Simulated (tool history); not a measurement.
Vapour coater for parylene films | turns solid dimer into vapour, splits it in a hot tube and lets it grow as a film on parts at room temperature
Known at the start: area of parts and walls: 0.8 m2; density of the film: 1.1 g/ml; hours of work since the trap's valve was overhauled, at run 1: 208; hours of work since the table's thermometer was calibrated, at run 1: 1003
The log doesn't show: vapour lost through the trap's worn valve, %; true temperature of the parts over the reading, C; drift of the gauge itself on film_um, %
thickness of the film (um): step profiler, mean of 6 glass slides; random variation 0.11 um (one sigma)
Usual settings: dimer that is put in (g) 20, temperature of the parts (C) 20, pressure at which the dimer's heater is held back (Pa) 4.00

run	hour	dimer that is put in (g)	temperature of the parts (C)	pressure at which the dimer's heater is held back (Pa)	hours of work since the trap's valve was overhauled	hours of work since the table's thermometer was calibrated	thickness of the film (um)
1	0.0	20	20	4.00	208	1003	12.44
2	26.6	20	20	4.00	228	1023	12.04
3	51.1	20	20	4.00	245	1041	12.31
4	96.5	20	20	8.98	278	1073	10.88
# hour 137.4: trap's valve overhauled
5	144.6	20	20	8.98	5	1105	11.87
6	171.2	20	20	8.98	24	1125	11.78
7	194.7	20	20	4.00	42	1142	13.05
8	235.0	30	20	4.00	71	1171	19.71
9	267.1	20	20	4.00	94	1194	13.00
10	292.5	20	20	6.04	112	1213	12.31
11	318.9	27	20	6.04	131	1232	16.33
12	360.9	27	20	6.04	162	1262	16.18
13	387.4	27	20	6.04	181	1281	15.92
14	427.0	27	20	6.04	210	1310	15.89
15	453.0	27	20	6.04	229	1329	15.49
16	492.6	19	15	4.80	257	1357	12.04
17	531.9	19	15	4.80	286	1386	12.22
18	555.4	19	15	5.71	303	1403	11.87
# hour 563.6: trap's valve overhauled
19	589.4	26	20	9.72	19	1425	15.22
20	629.7	26	20	9.72	48	1454	15.32
21	675.0	18	20	11.96	81	1487	10.18
22	716.0	18	20	11.96	110	1516	9.98
23	755.1	18	20	11.96	139	1545	9.76
24	778.4	11	16	7.06	156	1562	6.80
25	813.3	31	24	2.61	181	1587	19.08
26	856.4	27	24	2.25	212	1618	16.64
27	877.6	27	24	2.25	227	1634	16.56

Forecast each of these 4 alternatives for the next run:
A	902.5	12	26	2.86	245	1652	?
B	902.5	13	17	10.87	245	1652	?
C	902.5	26	23	7.24	245	1652	?
D	902.5	16	22	6.19	245	1652	?

run	thickness of the film (um)
A	7.02
B	7.34
C	14.00
D	9.09
Without the tool's hidden state the same runs would have given:
run	thickness of the film (um)
A	7.68
B	8.02
C	15.31
D	9.94

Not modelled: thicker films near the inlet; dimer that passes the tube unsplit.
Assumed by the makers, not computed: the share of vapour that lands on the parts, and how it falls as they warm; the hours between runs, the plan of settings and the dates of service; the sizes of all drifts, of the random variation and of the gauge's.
